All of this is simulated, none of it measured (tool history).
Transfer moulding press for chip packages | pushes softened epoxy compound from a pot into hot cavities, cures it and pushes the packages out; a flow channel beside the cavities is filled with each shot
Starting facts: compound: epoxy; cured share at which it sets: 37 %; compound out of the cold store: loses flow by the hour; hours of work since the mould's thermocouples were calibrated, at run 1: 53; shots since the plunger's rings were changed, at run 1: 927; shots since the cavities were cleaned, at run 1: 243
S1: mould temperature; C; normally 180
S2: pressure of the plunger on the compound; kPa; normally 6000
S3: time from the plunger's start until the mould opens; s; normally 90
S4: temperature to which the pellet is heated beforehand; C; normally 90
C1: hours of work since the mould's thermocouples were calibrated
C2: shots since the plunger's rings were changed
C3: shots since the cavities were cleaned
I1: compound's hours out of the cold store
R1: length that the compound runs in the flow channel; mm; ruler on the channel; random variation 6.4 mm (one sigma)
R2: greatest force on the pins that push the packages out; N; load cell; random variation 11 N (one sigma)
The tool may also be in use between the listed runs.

run 1 hour=0 | S1=180 S2=6000 S3=90 S4=90 | C1=53 C2=927 C3=243 | I1=12.4 | R1=856 R2=617
run 2 hour=10.5 | S1=180 S2=6000 S3=90 S4=90 | C1=58 C2=1024 C3=340 | I1=21.1 | R1=814 R2=643
run 3 hour=23 | S1=180 S2=6000 S3=90 S4=90 | C1=64 C2=1138 C3=454 | I1=35.7 | R1=763 R2=650
run 4 hour=34.5 | S1=180 S2=6000 S3=90 S4=90 | C1=69 C2=1243 C3=559 | I1=42.2 | R1=746 R2=645
-- hour=39.7 cavities cleaned with cleaning compound and waxed
run 5 hour=46.1 | S1=180 S2=6000 S3=90 S4=90 | C1=74 C2=1335 C3=58 | I1=35.7 | R1=763 R2=506
run 6 hour=55.3 | S1=180 S2=5890 S3=90 S4=90 | C1=78 C2=1420 C3=143 | I1=8.1 | R1=868 R2=600
run 7 hour=65.7 | S1=180 S2=5890 S3=78 S4=90 | C1=83 C2=1514 C3=237 | I1=24.7 | R1=809 R2=772
run 8 hour=72.7 | S1=180 S2=5890 S3=78 S4=90 | C1=86 C2=1579 C3=302 | I1=40.9 | R1=736 R2=774
-- hour=75.7 mould's thermocouples calibrated
run 9 hour=82.7 | S1=180 S2=6000 S3=90 S4=90 | C1=3 C2=1652 C3=375 | I1=47.2 | R1=721 R2=620
run 10 hour=93.2 | S1=180 S2=6000 S3=90 S4=90 | C1=8 C2=1748 C3=471 | I1=14.1 | R1=857 R2=696
run 11 hour=99.1 | S1=180 S2=6000 S3=90 S4=90 | C1=11 C2=1802 C3=525 | I1=21.5 | R1=812 R2=696
-- hour=108 cavities cleaned with cleaning compound and waxed
run 12 hour=109.1 | S1=180 S2=6000 S3=90 S4=90 | C1=15 C2=1879 C3=9 | I1=37.3 | R1=745 R2=485
run 13 hour=118.5 | S1=180 S2=6000 S3=90 S4=90 | C1=19 C2=1966 C3=96 | I1=15.7 | R1=832 R2=540
-- hour=123.5 mould's thermocouples calibrated, once more
run 14 hour=127.9 | S1=175 S2=6220 S3=101 S4=88 | C1=2 C2=2033 C3=163 | I1=17.6 | R1=849 R2=604
run 15 hour=137 | S1=176 S2=4550 S3=89 S4=96 | C1=6 C2=2116 C3=246 | I1=13 | R1=738 R2=765
run 16 hour=146.9 | S1=187 S2=4600 S3=107 S4=92 | C1=11 C2=2207 C3=337 | I1=46.9 | R1=615 R2=514
run 17 hour=159.4 | S1=187 S2=5420 S3=122 S4=92 | C1=17 C2=2321 C3=451 | I1=17.4 | R1=778 R2=512
run 18 hour=167.7 | S1=174 S2=6980 S3=72 S4=86 | C1=20 C2=2397 C3=527 | I1=17.5 | R1=893 R2=1654
-- hour=176.2 cavities cleaned with cleaning compound and waxed
run 19 hour=181.2 | S1=178 S2=7500 S3=72 S4=88 | C1=26 C2=2506 C3=45 | I1=40.7 | R1=818 R2=844
run 20 hour=190.9 | S1=180 S2=5540 S3=90 S4=89 | C1=30 C2=2596 C3=135 | I1=35.4 | R1=716 R2=532
run 21 hour=200.4 | S1=180 S2=5540 S3=90 S4=89 | C1=35 C2=2682 C3=221 | I1=47 | R1=684 R2=555

Hidden state or all else? Some run-to-run changes of R1, split into what the settings, what came in and random variation would give without the hidden state, and what is left for the hidden state (with any gauge scatter that isn't in both results):
What the log doesn't record here: true mould temperature over the reading, C; pressure that reaches the compound, % of what is set; grip of the stained cavities, % over clean ones'; drift of the gauge itself on flow_mm, %; drift of the gauge itself on push_out_n, %.
Run 9 -> 10: settings left as they were, no log entry in between. R1 +136 mm: hidden state -5, all else +141.
Run 16 -> 17: S2 4600 -> 5420, S3 107 -> 122. R1 +163 mm: hidden state -7, all else +170.
